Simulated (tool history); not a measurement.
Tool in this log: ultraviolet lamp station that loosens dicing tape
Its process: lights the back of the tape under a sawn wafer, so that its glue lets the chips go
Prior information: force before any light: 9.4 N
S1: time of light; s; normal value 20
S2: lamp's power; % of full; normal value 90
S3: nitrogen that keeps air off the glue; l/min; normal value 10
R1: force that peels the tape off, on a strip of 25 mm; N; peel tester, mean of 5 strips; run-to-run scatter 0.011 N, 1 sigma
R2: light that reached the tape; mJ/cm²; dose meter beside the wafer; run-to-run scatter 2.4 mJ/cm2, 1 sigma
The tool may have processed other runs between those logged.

run   hour  S1  S2  S3     R1   R2
  1    0.0  20  90  10  0.609  229
  2   24.2  20  90  10  0.625  226
  3   54.6  15  90  10  1.107  168
  4   94.6  15  90  10  1.158  162
  5  123.5  15  90  10  1.109  167
  6  153.4  22  90  10  0.560  243
  7  183.5  30  70  18  0.344  256
  8  213.1  35  76  10  0.356  317
  9  236.8  15  70  13  1.538  128
 10  282.1  14  66   5  3.109  108

The next listed run, before its measurement:
 11  322.8  10  66  19   ?   ?

{"run 11": {"R1": 2.587, "R2": 78}}
If the tool had no hidden condition, the same run with the same run-to-run variation would have returned R1 2.038 N, R2 93 mJ/cm².
